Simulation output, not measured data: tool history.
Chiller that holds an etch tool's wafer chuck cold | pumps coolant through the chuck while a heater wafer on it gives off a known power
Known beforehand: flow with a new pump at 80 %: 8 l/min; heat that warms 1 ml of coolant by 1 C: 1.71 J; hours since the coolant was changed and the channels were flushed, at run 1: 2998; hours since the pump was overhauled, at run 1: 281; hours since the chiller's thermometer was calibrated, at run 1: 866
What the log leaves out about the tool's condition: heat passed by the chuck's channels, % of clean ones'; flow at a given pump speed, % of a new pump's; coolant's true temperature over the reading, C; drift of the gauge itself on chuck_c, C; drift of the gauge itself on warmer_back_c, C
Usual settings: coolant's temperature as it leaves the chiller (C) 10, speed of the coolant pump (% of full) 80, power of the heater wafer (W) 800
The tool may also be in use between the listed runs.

| run | day | coolant's temperature as it leaves the chiller (C) | speed of the coolant pump (% of full) | power of the heater wafer (W) | hours since the coolant was changed and the channels were flushed | hours since the pump was overhauled | hours since the chiller's thermometer was calibrated | chuck's temperature once it has settled (C) | how much warmer the coolant comes back (C) |
|---|---|---|---|---|---|---|---|---|---|
| 1 | 0.000 | 10 | 80 | 800 | 2998 | 281 | 866 | 21.6 | 3.60 |
| 2 | 1.012 | 10 | 80 | 800 | 3023 | 305 | 891 | 21.6 | 3.62 |
| 3 | 2.342 | 10 | 80 | 800 | 3055 | 337 | 923 | 21.6 | 3.57 |
| 4 | 3.142 | 17 | 80 | 800 | 3074 | 356 | 942 | 28.7 | 3.51 |
| 5 | 3.904 | 17 | 80 | 800 | 3092 | 375 | 960 | 28.6 | 3.58 |
| 6 | 4.675 | 17 | 80 | 800 | 3111 | 393 | 978 | 28.5 | 3.55 |
| 7 | 5.392 | 10 | 80 | 977 | 3128 | 410 | 996 | 24.2 | 4.37 |
| 8 | 6.250 | 10 | 93 | 800 | 3148 | 431 | 1016 | 20.7 | 3.06 |
| 9 | 7.533 | 10 | 93 | 800 | 3179 | 462 | 1047 | 20.5 | 3.00 |
| 10 | 8.700 | 10 | 94 | 800 | 3207 | 490 | 1075 | 20.5 | 2.98 |
| 11 | 10.104 | 10 | 87 | 800 | 3241 | 523 | 1109 | 21.2 | 3.25 |
| 12 | 11.242 | 10 | 87 | 800 | 3268 | 551 | 1136 | 21.2 | 3.24 |
| 13 | 12.412 | 10 | 87 | 800 | 3296 | 579 | 1164 | 21.2 | 3.26 |
| 14 | 13.208 | 10 | 87 | 1158 | 3315 | 598 | 1183 | 26.0 | 4.73 |
| 15 | 14.246 | 10 | 80 | 800 | 3340 | 623 | 1208 | 21.7 | 3.56 |
| 16 | 14.888 | 10 | 80 | 513 | 3356 | 638 | 1224 | 17.6 | 2.26 |
| 17 | 15.588 | 7 | 77 | 529 | 3372 | 655 | 1240 | 15.1 | 2.48 |
| 18 | 16.975 | 7 | 77 | 479 | 3406 | 688 | 1274 | 14.5 | 2.24 |
| 19 | 17.979 | 7 | 77 | 479 | 3430 | 712 | 1298 | 14.3 | 2.27 |
| 20 | 19.333 | 7 | 77 | 479 | 3462 | 745 | 1330 | 14.4 | 2.27 |
| 21 | 20.446 | 7 | 77 | 479 | 3489 | 772 | 1357 | 14.3 | 2.28 |
| 22 | 21.850 | 7 | 61 | 658 | 3523 | 805 | 1391 | 18.8 | 4.08 |
| 23 | 22.771 | 5 | 69 | 784 | 3545 | 827 | 1413 | 18.1 | 4.17 |
| 24 | 24.171 | 15 | 96 | 553 | 3578 | 861 | 1446 | 22.5 | 2.06 |
|  | 25.029 | coolant changed, channels flushed |
| 25 | 25.079 | 12 | 73 | 816 | 1 | 877 | 1462 | 23.9 | 4.10 |
| 26 | 26.071 | 12 | 73 | 816 | 25 | 901 | 1486 | 23.8 | 4.11 |
| 27 | 26.746 | 9 | 73 | 1050 | 41 | 917 | 1502 | 24.3 | 5.29 |
| 28 | 27.500 | 9 | 67 | 1050 | 59 | 935 | 1520 | 25.2 | 5.81 |
| 29 | 28.704 | 10 | 80 | 1198 | 88 | 964 | 1549 | 26.4 | 5.51 |
| 30 | 30.121 | 13 | 65 | 688 | 122 | 998 | 1583 | 24.0 | 4.02 |
| 31 | 30.762 | 13 | 65 | 688 | 138 | 1013 | 1599 | 24.1 | 4.00 |
| 32 | 31.900 | 15 | 90 | 625 | 165 | 1041 | 1626 | 22.9 | 2.50 |

4 ways to go on from here, each from the tool as it stands after run 32. What would each give?
| A | 32.962 | 3 | 90 | 924 | 190 | 1066 | 1651 | ? | ? |
| B | 32.962 | 8 | 64 | 478 | 190 | 1066 | 1651 | ? | ? |
| C | 32.962 | 10 | 67 | 800 | 190 | 1066 | 1651 | ? | ? |
| D | 32.962 | 1 | 78 | 683 | 190 | 1066 | 1651 | ? | ? |

| run | chuck's temperature once it has settled (C) | how much warmer the coolant comes back (C) |
|---|---|---|
| A | 14.7 | 3.67 |
| B | 15.7 | 2.79 |
| C | 22.2 | 4.42 |
| D | 10.5 | 3.20 |
With the hidden condition removed and each run's random variation left untouched, the same runs would have given:
| run | chuck's temperature once it has settled (C) | how much warmer the coolant comes back (C) |
|---|---|---|
| A | 14.1 | 3.53 |
| B | 15.2 | 2.69 |
| C | 21.6 | 4.26 |
| D | 10.0 | 3.08 |
